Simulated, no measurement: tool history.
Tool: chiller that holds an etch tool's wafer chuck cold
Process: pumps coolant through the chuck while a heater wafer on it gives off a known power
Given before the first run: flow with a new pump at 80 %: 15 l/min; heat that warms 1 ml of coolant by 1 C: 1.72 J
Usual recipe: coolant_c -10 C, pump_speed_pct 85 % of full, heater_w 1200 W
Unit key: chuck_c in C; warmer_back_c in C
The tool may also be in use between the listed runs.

{"run": 1, "hour": 0.0, "coolant_c": -10, "pump_speed_pct": 85, "heater_w": 1200, "chuck_c": -1.2, "warmer_back_c": 2.63}
{"run": 2, "hour": 22.1, "coolant_c": -10, "pump_speed_pct": 85, "heater_w": 1200, "chuck_c": -1, "warmer_back_c": 2.66}
{"run": 3, "hour": 66.7, "coolant_c": -10, "pump_speed_pct": 85, "heater_w": 1200, "chuck_c": -1.1, "warmer_back_c": 2.62}
{"run": 4, "hour": 87.0, "coolant_c": -10, "pump_speed_pct": 85, "heater_w": 1200, "chuck_c": -1.1, "warmer_back_c": 2.68}
{"run": 5, "hour": 110.0, "coolant_c": -10, "pump_speed_pct": 85, "heater_w": 1200, "chuck_c": -1.1, "warmer_back_c": 2.65}
{"run": 6, "hour": 131.1, "coolant_c": -10, "pump_speed_pct": 85, "heater_w": 1200, "chuck_c": -1.1, "warmer_back_c": 2.66}
{"hour": 134.4, "done": "chiller's thermometer calibrated"}
{"run": 7, "hour": 166.2, "coolant_c": -10, "pump_speed_pct": 85, "heater_w": 1200, "chuck_c": -1, "warmer_back_c": 2.67}
{"run": 8, "hour": 203.7, "coolant_c": -15, "pump_speed_pct": 73, "heater_w": 1295, "chuck_c": -4.3, "warmer_back_c": 3.4}
{"run": 9, "hour": 231.3, "coolant_c": -15, "pump_speed_pct": 73, "heater_w": 1295, "chuck_c": -4, "warmer_back_c": 3.37}
{"run": 10, "hour": 254.0, "coolant_c": -15, "pump_speed_pct": 73, "heater_w": 1295, "chuck_c": -3.9, "warmer_back_c": 3.36}
{"run": 11, "hour": 289.3, "coolant_c": -2, "pump_speed_pct": 85, "heater_w": 1310, "chuck_c": 7.9, "warmer_back_c": 2.89}
{"run": 12, "hour": 316.4, "coolant_c": -2, "pump_speed_pct": 85, "heater_w": 1310, "chuck_c": 7.9, "warmer_back_c": 2.91}

Alternative continuations, all from the tool just after run 12; predict every row:
{"hour": 343.2, "done": "chiller's thermometer calibrated, once more"}
{"run": "A", "hour": 363.9, "coolant_c": -17, "pump_speed_pct": 78, "heater_w": 1145, "chuck_c": "?", "warmer_back_c": "?"}
{"hour": 343.2, "done": "chiller's thermometer calibrated, once more"}
{"run": "B", "hour": 363.9, "coolant_c": -20, "pump_speed_pct": 62, "heater_w": 1200, "chuck_c": "?", "warmer_back_c": "?"}
{"hour": 343.2, "done": "chiller's thermometer calibrated, once more"}
{"run": "C", "hour": 363.9, "coolant_c": -19, "pump_speed_pct": 77, "heater_w": 615, "chuck_c": "?", "warmer_back_c": "?"}
{"hour": 343.2, "done": "chiller's thermometer calibrated, once more"}
{"run": "D", "hour": 363.9, "coolant_c": -17, "pump_speed_pct": 64, "heater_w": 1200, "chuck_c": "?", "warmer_back_c": "?"}
{"hour": 343.2, "done": "chiller's thermometer calibrated, once more"}
{"run": "E", "hour": 363.9, "coolant_c": -15, "pump_speed_pct": 63, "heater_w": 1310, "chuck_c": "?", "warmer_back_c": "?"}

run=A chuck_c=-7.8 warmer_back_c=2.81
run=B chuck_c=-8.1 warmer_back_c=3.76
run=C chuck_c=-14 warmer_back_c=1.5
run=D chuck_c=-5.6 warmer_back_c=3.6
run=E chuck_c=-2.3 warmer_back_c=3.98
Without the tool's hidden state the same runs would have given:
run=A chuck_c=-8.8 warmer_back_c=2.75
run=B chuck_c=-9.4 warmer_back_c=3.68
run=C chuck_c=-14.6 warmer_back_c=1.47
run=D chuck_c=-6.8 warmer_back_c=3.52
run=E chuck_c=-3.7 warmer_back_c=3.9
